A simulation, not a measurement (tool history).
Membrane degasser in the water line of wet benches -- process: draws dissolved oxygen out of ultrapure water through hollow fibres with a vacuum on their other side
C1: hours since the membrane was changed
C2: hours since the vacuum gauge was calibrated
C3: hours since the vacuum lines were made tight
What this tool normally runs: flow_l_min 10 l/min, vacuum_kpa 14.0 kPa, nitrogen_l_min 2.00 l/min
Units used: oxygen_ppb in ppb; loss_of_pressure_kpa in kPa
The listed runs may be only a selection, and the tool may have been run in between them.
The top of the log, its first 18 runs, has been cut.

run 19 day=38.038 | flow_l_min=15 vacuum_kpa=9.3 nitrogen_l_min=5.66 | C1=3284 C2=1915 C3=11886 | oxygen_ppb=124.8 loss_of_pressure_kpa=97.17
run 20 day=39.292 | flow_l_min=15 vacuum_kpa=9.3 nitrogen_l_min=5.66 | C1=3314 C2=1945 C3=11917 | oxygen_ppb=126.1 loss_of_pressure_kpa=98.07
run 21 day=41.538 | flow_l_min=15 vacuum_kpa=9.3 nitrogen_l_min=5.66 | C1=3368 C2=1999 C3=11970 | oxygen_ppb=127.2 loss_of_pressure_kpa=97.98
run 22 day=43.354 | flow_l_min=15 vacuum_kpa=9.3 nitrogen_l_min=5.66 | C1=3412 C2=2042 C3=12014 | oxygen_ppb=125.5 loss_of_pressure_kpa=98.03
run 23 day=46.075 | flow_l_min=10 vacuum_kpa=9.3 nitrogen_l_min=5.66 | C1=3477 C2=2108 C3=12079 | oxygen_ppb=43.7 loss_of_pressure_kpa=65.64
run 24 day=47.392 | flow_l_min=10 vacuum_kpa=9.3 nitrogen_l_min=5.66 | C1=3509 C2=2139 C3=12111 | oxygen_ppb=43.7 loss_of_pressure_kpa=65.58
-- day=48.042 seals of the vacuum lines changed
run 25 day=48.988 | flow_l_min=12 vacuum_kpa=16.3 nitrogen_l_min=2.65 | C1=3545 C2=2175 C3=23 | oxygen_ppb=182.2 loss_of_pressure_kpa=78.68
run 26 day=51.642 | flow_l_min=8 vacuum_kpa=16.5 nitrogen_l_min=1.45 | C1=3609 C2=2239 C3=86 | oxygen_ppb=177.6 loss_of_pressure_kpa=52.29
run 27 day=54.075 | flow_l_min=14 vacuum_kpa=14.0 nitrogen_l_min=2.32 | C1=3667 C2=2298 C3=145 | oxygen_ppb=220.1 loss_of_pressure_kpa=91.84
run 28 day=55.383 | flow_l_min=14 vacuum_kpa=17.0 nitrogen_l_min=3.68 | C1=3698 C2=2329 C3=176 | oxygen_ppb=192.8 loss_of_pressure_kpa=92.53
run 29 day=57.429 | flow_l_min=10 vacuum_kpa=11.1 nitrogen_l_min=2.00 | C1=3747 C2=2378 C3=225 | oxygen_ppb=113.1 loss_of_pressure_kpa=65.64
run 30 day=59.058 | flow_l_min=7 vacuum_kpa=11.1 nitrogen_l_min=0.88 | C1=3787 C2=2417 C3=264 | oxygen_ppb=151.1 loss_of_pressure_kpa=45.98
run 31 day=60.821 | flow_l_min=7 vacuum_kpa=29.0 nitrogen_l_min=1.60 | C1=3829 C2=2459 C3=307 | oxygen_ppb=273.0 loss_of_pressure_kpa=45.83

Branching from run 31: 5 alternative next runs. What would each branch give?
run A day=63.088 | flow_l_min=7 vacuum_kpa=29.0 nitrogen_l_min=0.85 | C1=3883 C2=2514 C3=361 | oxygen_ppb=? loss_of_pressure_kpa=?
run B day=63.088 | flow_l_min=6 vacuum_kpa=9.8 nitrogen_l_min=2.70 | C1=3883 C2=2514 C3=361 | oxygen_ppb=? loss_of_pressure_kpa=?
run C day=63.088 | flow_l_min=13 vacuum_kpa=18.1 nitrogen_l_min=1.60 | C1=3883 C2=2514 C3=361 | oxygen_ppb=? loss_of_pressure_kpa=?
run D day=63.088 | flow_l_min=7 vacuum_kpa=21.2 nitrogen_l_min=5.15 | C1=3883 C2=2514 C3=361 | oxygen_ppb=? loss_of_pressure_kpa=?
run E day=63.088 | flow_l_min=8 vacuum_kpa=31.6 nitrogen_l_min=1.54 | C1=3883 C2=2514 C3=361 | oxygen_ppb=? loss_of_pressure_kpa=?

run=A oxygen_ppb=475.4 loss_of_pressure_kpa=45.93
run=B oxygen_ppb=37.4 loss_of_pressure_kpa=39.49
run=C oxygen_ppb=328.9 loss_of_pressure_kpa=85.26
run=D oxygen_ppb=63.9 loss_of_pressure_kpa=46.03
run=E oxygen_ppb=347.3 loss_of_pressure_kpa=52.53
Stripped of hidden state, with their random variation kept, the same runs would have yielded:
run=A oxygen_ppb=475.2 loss_of_pressure_kpa=45.04
run=B oxygen_ppb=37.4 loss_of_pressure_kpa=38.73
run=C oxygen_ppb=328.7 loss_of_pressure_kpa=83.62
run=D oxygen_ppb=63.8 loss_of_pressure_kpa=45.14
run=E oxygen_ppb=347.2 loss_of_pressure_kpa=51.52
